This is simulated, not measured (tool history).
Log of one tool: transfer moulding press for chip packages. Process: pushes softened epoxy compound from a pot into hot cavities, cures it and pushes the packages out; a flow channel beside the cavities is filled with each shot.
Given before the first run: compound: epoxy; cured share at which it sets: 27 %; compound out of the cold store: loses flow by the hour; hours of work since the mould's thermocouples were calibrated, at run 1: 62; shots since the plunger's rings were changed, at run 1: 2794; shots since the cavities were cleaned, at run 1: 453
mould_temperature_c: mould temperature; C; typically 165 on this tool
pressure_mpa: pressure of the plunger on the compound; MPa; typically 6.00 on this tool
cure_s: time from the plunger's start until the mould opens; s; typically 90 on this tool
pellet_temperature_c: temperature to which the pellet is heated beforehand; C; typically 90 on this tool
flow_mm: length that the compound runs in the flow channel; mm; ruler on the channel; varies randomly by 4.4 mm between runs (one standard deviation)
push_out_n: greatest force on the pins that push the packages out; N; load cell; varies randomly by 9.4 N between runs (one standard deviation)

run,hour,mould_temperature_c,pressure_mpa,cure_s,pellet_temperature_c,hours of work since the mould's thermocouples were calibrated,shots since the plunger's rings were changed,shots since the cavities were cleaned,incoming compound's hours out of the cold store,flow_mm,push_out_n
1,0.0,165,6.00,90,90,62,2794,453,23.4,630,568
# hour 44.3: cavities cleaned with cleaning compound and waxed
2,56.6,165,6.00,73,90,98,3459,149,37.4,592,740
3,101.9,165,6.00,73,90,128,4007,697,23.0,616,969
# hour 123.4: cavities cleaned with cleaning compound and waxed
4,148.7,173,6.00,73,90,157,4554,305,8.1,624,528
5,192.9,165,6.00,90,90,186,5088,839,41.5,573,606
# hour 202.1: cavities cleaned with cleaning compound and waxed
6,236.4,165,6.00,90,90,214,5596,415,45.5,555,573
7,271.4,165,6.00,90,90,237,6018,837,41.6,568,618
# hour 282.9: cavities cleaned with cleaning compound and waxed
8,319.2,165,6.00,90,90,267,6579,440,22.7,587,571
# hour 347.4: plunger's sealing rings changed
9,354.0,165,6.00,90,90,288,81,830,9.7,681,664
# hour 366.5: cavities cleaned with cleaning compound and waxed
10,408.2,165,6.00,90,90,323,717,503,37.7,618,570
# hour 445.5: cavities cleaned with cleaning compound and waxed
11,468.0,165,6.00,90,90,361,1421,271,20.7,650,545
# hour 529.0: cavities cleaned with cleaning compound and waxed
12,529.2,165,6.00,90,90,400,2143,2,40.0,602,439
13,566.0,165,6.00,90,90,424,2588,447,45.3,592,573
# hour 608.5: cavities cleaned with cleaning compound and waxed
14,631.5,165,6.00,90,90,466,3361,278,31.6,605,539
# hour 637.5: mould's thermocouples calibrated
# hour 691.9: cavities cleaned with cleaning compound and waxed
15,694.5,165,6.00,90,90,36,4080,32,34.4,598,442
16,736.7,165,6.00,90,90,64,4589,541,15.9,629,604
# hour 771.7: cavities cleaned with cleaning compound and waxed
17,779.1,165,6.00,90,90,91,5084,89,43.6,567,464
18,839.7,165,6.00,90,90,130,5816,821,8.4,626,646
# hour 850.9: cavities cleaned with cleaning compound and waxed
19,902.6,162,5.56,76,90,170,6558,625,40.1,547,1013
# hour 932.4: plunger's sealing rings changed
# hour 933.9: cavities cleaned with cleaning compound and waxed
20,944.3,162,6.06,104,90,195,126,126,41.2,631,457
21,1009.5,162,6.00,121,90,238,913,913,47.3,605,488

The next listed run, before its measurement:
# hour 1015.7: cavities cleaned with cleaning compound and waxed
22,1064.7,165,6.00,81,90,273,1562,591,22.5,?,?

{"run 22": {"flow_mm": 639, "push_out_n": 767}}
On a tool with no hidden condition, and with the same random variation, this run would have come out at flow_mm 655 mm, push_out_n 531 N.

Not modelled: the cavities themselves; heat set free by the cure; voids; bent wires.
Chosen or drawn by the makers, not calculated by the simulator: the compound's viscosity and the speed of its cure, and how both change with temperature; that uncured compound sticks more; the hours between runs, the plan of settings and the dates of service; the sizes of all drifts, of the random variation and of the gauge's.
